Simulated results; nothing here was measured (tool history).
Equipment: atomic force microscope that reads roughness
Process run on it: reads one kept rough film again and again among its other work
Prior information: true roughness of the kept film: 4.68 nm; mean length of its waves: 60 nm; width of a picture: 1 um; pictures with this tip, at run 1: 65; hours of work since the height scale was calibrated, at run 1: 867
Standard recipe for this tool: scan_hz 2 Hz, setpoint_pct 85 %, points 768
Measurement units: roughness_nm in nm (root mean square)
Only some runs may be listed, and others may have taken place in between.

run    hour  scan_hz  setpoint_pct  points  pictures with this tip  hours of work since the height scale was calibrated  roughness_nm
  1       0        2            85     768                      65                                                  867         3.986
  2    78.6        2            85     768                     169                                                  928         3.842
  3   124.3        2            85     768                     230                                                  963         3.739
      170.7  -- new tip fitted
  4   200.3        2            85     768                      39                                                 1021         3.997
  5   271.4        2            62     768                     134                                                 1076         4.154
  6   341.3        2            83     768                     227                                                 1129         3.766
        347  -- height scale calibrated on a step standard
      389.3  -- new tip fitted
  7   389.3        2            83     768                       0                                                   32         4.088
  8   460.5        2            83     768                      94                                                   87         3.966
      479.3  -- height scale calibrated on a step standard, once more
  9   539.5        2            85     768                     198                                                   46         3.846
 10   596.4        2            85     768                     274                                                   90         3.763
      607.5  -- new tip fitted
 11   650.7        2            85     768                      58                                                  131         4.028
 12   701.3     2.28            70     351                     125                                                  170         4.113
 13     746     1.49            87     674                     185                                                  205          3.89
 14   803.3        2            69     414                     261                                                  249         3.949
      827.2  -- new tip fitted
 15   877.9        2            69     414                      68                                                  306         4.217
 16   949.4        2            74     768                     163                                                  360         3.981
 17  1008.4        2            74     768                     241                                                  406         3.952
     1049.6  -- new tip fitted
 18  1051.5        1            85     511                       2                                                  439         4.304
 19  1122.2        1            85     511                      96                                                  493         4.126

The next listed run, before its measurement:
 20  1192.5        2            82     768                     190                                                  547             ?

roughness_nm: 3.898 nm (root mean square)
Take away the tool's hidden state, keep the run-to-run variation as it was, and the same run would have given roughness_nm 4.189 nm (root mean square).
